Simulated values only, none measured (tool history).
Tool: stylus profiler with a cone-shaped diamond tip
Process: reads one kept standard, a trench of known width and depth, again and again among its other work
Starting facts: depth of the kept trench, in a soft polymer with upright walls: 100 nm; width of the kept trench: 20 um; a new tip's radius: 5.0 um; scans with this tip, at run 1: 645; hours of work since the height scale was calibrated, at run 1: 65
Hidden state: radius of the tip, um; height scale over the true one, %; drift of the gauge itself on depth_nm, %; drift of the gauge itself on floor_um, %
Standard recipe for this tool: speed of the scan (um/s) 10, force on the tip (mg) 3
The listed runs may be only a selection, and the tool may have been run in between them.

run   hour  speed of the scan (um/s)  force on the tip (mg)  scans with this tip  hours of work since the height scale was calibrated  depth of the trench (nm)  width of the trench's floor (um)
  1      0                        10                      3                  645                                                   65                    101.26                             17.89
  2    7.3                        10                   1.61                  681                                                   68                    100.78                             17.91
  3   19.7                        10                      3                  742                                                   74                    101.28                              17.9
  4   29.9                        10                      3                  792                                                   79                    101.22                             17.89
  5   43.7                        10                      3                  860                                                   86                    101.22                             17.94
  6   52.6                         4                      3                  904                                                   91                    101.16                             17.97
  7   63.4                         4                      3                  957                                                   96                    101.17                             17.89
  8   70.8                         4                      3                  993                                                   99                    101.21                             17.94
  9   81.9                        33                      3                 1048                                                  105                    101.19                             17.81
 10     93                        33                      3                 1102                                                  110                    101.23                             17.78
 11  105.8                        33                      3                 1165                                                  117                    101.25                             17.82
 12  113.7                        33                      3                 1204                                                  121                    101.19                              17.8
 13  123.5                         9                      3                 1252                                                  125                    101.25                             17.87
 14  134.2                        15                      3                 1305                                                  131                    101.24                             17.83
 15  149.3                        15                      3                 1379                                                  138                    101.19                             17.87
 16  160.2                        15                      3                 1432                                                  143                    101.27                             17.81
 17  168.8                         7                      3                 1474                                                  148                    101.22                             17.86
 18  177.9                         7                      3                 1519                                                  152                    101.28                              17.8
 19    188                         7                      3                 1569                                                  157                    101.25                             17.86
 20  197.2                        10                      3                 1614                                                  162                    101.25                             17.87
 21  206.7                        10                      3                 1661                                                  166                    101.19                             17.83
 22  221.5                        10                      3                 1733                                                  174                    101.28                             17.82
 23    230                        12                      3                 1775                                                  178                    101.27                             17.83
 24  241.7                        12                      3                 1833                                                  184                    101.22                             17.86
 25  250.2                        12                      3                 1875                                                  188                    101.22                             17.83
 26  257.5                        12                      3                 1911                                                  191                    101.21                              17.8
 27  265.9                        29                   4.77                 1952                                                  196                    101.69                             17.77
 28  277.3                         3                   8.62                 2008                                                  201                     102.4                             17.86
 29  284.6                         3                   8.62                 2044                                                  205                    102.47                             17.83
     286.2  -- height scale calibrated on a step standard
 30  296.3                        20                   1.14                 2099                                                    5                    100.67                              17.7
 31  302.6                        20                   5.02                 2130                                                    8                    101.73                             17.81
 32  309.3                         2                   6.33                 2162                                                   11                    102.01                             17.86
 33  319.4                        10                   2.27                 2212                                                   16                    101.05                             17.77
 34  330.4                        36                   2.86                 2266                                                   22                    101.26                             17.66
     341.2  -- height scale calibrated on a step standard, once more
 35    343                        17                   3.57                 2326                                                    1                    101.36                             17.75
 36  350.3                         3                   4.57                 2362                                                    4                    101.63                             17.82
 37  364.2                        14                    5.1                 2430                                                   11                    101.67                             17.75
 38  375.7                         2                   7.69                 2486                                                   17                    102.31                             17.75
 39  387.1                        10                   2.49                 2542                                                   23                     101.1                             17.77
 40  400.9                        10                   2.49                 2610                                                   29                    101.09                             17.71
 41  413.3                        34                   2.05                 2671                                                   35                    101.02                             17.61
 42  427.2                         6                   3.35                 2739                                                   42                    101.29                             17.86
 43  437.4                         5                    1.7                 2790                                                   47                    100.83                             17.81
 44  449.7                         7                   1.49                 2850                                                   53                    100.83                             17.72
 45  461.2                         4                    1.1                 2907                                                   59                    100.66                              17.8
 46  469.9                        14                   6.55                 2949                                                   63                    101.98                              17.7
 47  483.9                         7                      3                 3018                                                   70                    101.24                             17.72
 48  490.2                         7                      3                 3049                                                   73                    101.19                             17.75

Entry by entry between the runs, the difference in hidden state between the last listed run before and the first listed run after:
Between runs 29 and 30: height scale calibrated on a step standard (hour 286.2)
  radius of the tip, um: 5.82 -> 5.84; height scale over the true one, %: 0.056 -> 0.064
  measured result minus the result with no hidden state, depth of the trench (nm): +0.06 -> +0.06; width of the trench's floor (um): -0.15 -> -0.17
Between runs 34 and 35: height scale calibrated on a step standard, once more (hour 341.2)
  radius of the tip, um: 5.92 -> 5.94; height scale over the true one, %: 0.069 -> 0.026
  measured result minus the result with no hidden state, depth of the trench (nm): +0.07 -> +0.02; width of the trench's floor (um): -0.18 -> -0.18

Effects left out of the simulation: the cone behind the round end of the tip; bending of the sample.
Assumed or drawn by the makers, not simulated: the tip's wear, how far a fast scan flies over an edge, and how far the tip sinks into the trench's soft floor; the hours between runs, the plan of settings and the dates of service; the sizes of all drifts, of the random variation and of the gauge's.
